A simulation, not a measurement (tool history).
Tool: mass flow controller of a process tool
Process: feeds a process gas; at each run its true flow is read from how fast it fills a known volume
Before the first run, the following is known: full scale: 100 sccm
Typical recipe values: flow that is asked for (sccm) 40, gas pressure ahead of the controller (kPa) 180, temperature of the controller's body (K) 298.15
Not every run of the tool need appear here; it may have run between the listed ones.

run	day	flow that is asked for (sccm)	gas pressure ahead of the controller (kPa)	temperature of the controller's body (K)	true flow (%)
1	0.000	40	180	298.15	100.47
2	4.958	13	180	298.15	102.18
3	9.525	13	180	298.15	102.26
4	14.942	13	180	298.15	102.23
5	20.279	13	180	298.15	102.52
6	23.833	13	180	298.15	102.52
7	28.258	13	180	298.15	102.64
8	33.542	40	180	298.15	100.75
9	38.392	40	180	298.15	100.62
10	42.579	10	180	298.15	104.14
11	46.771	10	180	298.15	104.30
12	49.475	10	180	298.15	104.13
13	54.696	51	149	306.15	101.18
14	60.025	30	247	306.15	101.87
# day 60.350: controller's zero set anew
15	65.421	90	187	297.15	101.30
16	70.775	90	201	296.15	101.44
17	75.275	54	214	298.15	101.69
# day 75.717: controller's zero set anew, once more
18	80.521	59	145	311.15	100.65
19	84.925	26	273	298.15	100.07
20	87.800	22	161	296.15	99.59
21	91.946	22	161	296.15	99.73
22	94.517	12	215	306.15	100.68

Predict each of these 3 candidate next runs independently; none follows another, all start after run 22:
A	98.896	19	215	306.15	?
B	98.896	11	227	307.15	?
C	98.896	18	180	298.15	?

run	true flow (%)
A	100.59
B	101.07
C	99.99
Had the tool no hidden state, the same runs would have come out as:
run	true flow (%)
A	99.18
B	99.20
C	98.55

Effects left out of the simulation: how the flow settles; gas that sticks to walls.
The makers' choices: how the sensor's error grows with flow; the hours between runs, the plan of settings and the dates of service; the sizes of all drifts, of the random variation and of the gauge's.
